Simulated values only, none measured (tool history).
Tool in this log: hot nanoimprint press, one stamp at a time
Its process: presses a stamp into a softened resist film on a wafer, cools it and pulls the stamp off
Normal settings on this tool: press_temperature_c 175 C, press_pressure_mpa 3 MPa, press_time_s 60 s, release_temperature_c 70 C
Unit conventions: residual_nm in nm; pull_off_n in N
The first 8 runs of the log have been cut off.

run    hour  press_temperature_c  press_pressure_mpa  press_time_s  release_temperature_c  hours of work since the thermocouple was calibrated  imprints on the stamp's release coat  hours of work since the press's seals were changed  residual_nm  pull_off_n
  9   470.6                  175                   3            60                     70                                                  134                                  1335                                                 995        244.2         261
 10     509                  175                   3            60                     70                                                  158                                  1433                                                1019        246.4         274
 11   587.1                  175                   3            60                     70                                                  208                                  1631                                                1069          246         283
 12   645.2                  175                2.52            60                     70                                                  245                                  1779                                                1106        265.9         288
 13   722.1                  175                 2.5            60                     70                                                  294                                  1975                                                1155        266.8         301
 14   784.6                  175                 2.5            60                     70                                                  334                                  2134                                                1195        269.9         310
      825.4  -- press's hydraulic seals changed and the load cell set to zero
 15   879.8                  175                 2.5            60                     70                                                  390                                  2356                                                  35        269.1         319
      908.3  -- stamp cleaned and given a new release coat
 16   932.8                  170                 2.5            60                     59                                                  420                                    62                                                  65        317.9         289
 17   988.8                  179                 3.2            35                     71                                                  455                                   205                                                 100        261.3         221
     1015.3  -- plate thermocouple calibrated
 18  1031.7                  179                 3.2            35                     71                                                   10                                   306                                                 126        245.9         220
 19    1103                  179                 3.2            35                     71                                                   56                                   488                                                 171          248         223
 20  1139.8                  179                 3.2            35                     71                                                   79                                   581                                                 195        248.2         222
 21    1185                  179                3.67            35                     71                                                  108                                   696                                                 224        235.2         237
 22  1258.2                  175                   3            60                     73                                                  155                                   883                                                 270        243.7         232
 23  1296.2                  175                   3            60                     73                                                  179                                   979                                                 294        246.1         230
 24  1351.8                  178                   3            89                     67                                                  215                                  1121                                                 330          188         290
 25  1418.9                  178                   3            89                     67                                                  257                                  1291                                                 373        188.9         293

Run 26 has not been measured yet. What should we expect?
 26  1456.1                  169                2.18            50                     78                                                  281                                  1386                                                 396            ?           ?

residual_nm: 354.2 nm
pull_off_n: 217 N
Take away the tool's hidden state, keep the run-to-run variation as it was, and the same run would have given residual_nm 343.5 nm, pull_off_n 164 N.
